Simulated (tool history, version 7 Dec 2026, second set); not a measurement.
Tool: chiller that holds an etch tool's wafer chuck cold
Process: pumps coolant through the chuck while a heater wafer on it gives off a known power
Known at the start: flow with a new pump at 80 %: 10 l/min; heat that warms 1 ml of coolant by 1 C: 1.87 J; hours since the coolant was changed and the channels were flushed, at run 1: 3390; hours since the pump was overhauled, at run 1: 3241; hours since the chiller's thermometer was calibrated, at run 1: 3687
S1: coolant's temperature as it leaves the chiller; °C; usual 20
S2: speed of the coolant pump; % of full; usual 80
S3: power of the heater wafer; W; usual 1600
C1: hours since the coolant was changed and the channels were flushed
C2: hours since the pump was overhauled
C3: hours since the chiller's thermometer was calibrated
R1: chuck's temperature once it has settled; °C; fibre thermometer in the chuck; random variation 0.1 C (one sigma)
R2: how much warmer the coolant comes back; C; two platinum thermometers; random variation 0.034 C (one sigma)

| run | day | S1 | S2 | S3 | C1 | C2 | C3 | R1 | R2 |
|---|---|---|---|---|---|---|---|---|---|
| 1 | 0.000 | 20 | 80 | 1600 | 3390 | 3241 | 3687 | 38.7 | 5.12 |
| 2 | 4.271 | 20 | 89 | 1600 | 3492 | 3344 | 3790 | 37.8 | 4.58 |
| 3 | 8.867 | 20 | 62 | 1600 | 3603 | 3454 | 3900 | 41.3 | 6.55 |
| 4 | 13.371 | 20 | 62 | 1600 | 3711 | 3562 | 4008 | 41.5 | 6.54 |
| 5 | 17.029 | 20 | 62 | 1600 | 3798 | 3650 | 4096 | 41.4 | 6.44 |
| 6 | 19.688 | 20 | 62 | 1600 | 3862 | 3714 | 4160 | 41.4 | 6.48 |
| 7 | 23.112 | 23 | 62 | 1600 | 3945 | 3796 | 4242 | 44.5 | 6.49 |
| 8 | 27.225 | 14 | 80 | 1117 | 4043 | 3894 | 4341 | 27.2 | 3.41 |
| 9 | 31.308 | 17 | 88 | 2121 | 4141 | 3992 | 4439 | 40.8 | 5.99 |
| 10 | 33.717 | 17 | 92 | 2121 | 4199 | 4050 | 4497 | 40.4 | 5.77 |
| 11 | 35.679 | 17 | 92 | 2121 | 4246 | 4097 | 4544 | 40.2 | 5.72 |
| 12 | 38.942 | 16 | 93 | 2121 | 4324 | 4176 | 4622 | 39.2 | 5.67 |
| 13 | 41.829 | 12 | 70 | 1643 | 4394 | 4245 | 4691 | 32.8 | 5.78 |
| 14 | 46.250 | 12 | 77 | 1643 | 4500 | 4351 | 4797 | 31.9 | 5.21 |

Some steps in R2 between neighbouring runs. How much of each would the tool show without its hidden state too (settings, what came in, random variation), and how much is left for the hidden state, with any gauge scatter that isn't in both results?
The hidden state here: heat passed by the chuck's channels, % of clean ones'; flow at a given pump speed, % of a new pump's; coolant's true temperature over the reading, C; drift of the gauge itself on chuck_c, C; drift of the gauge itself on warmer_back_c, C.
Run 3 -> 4: no setting changed, nothing entered. R2 -0.01 C: hidden state -0.04, all else +0.03.
Run 7 -> 8: S1 23 -> 14, S2 62 -> 80, S3 1600 -> 1117. R2 -3.08 C: hidden state -0.02, all else -3.06.
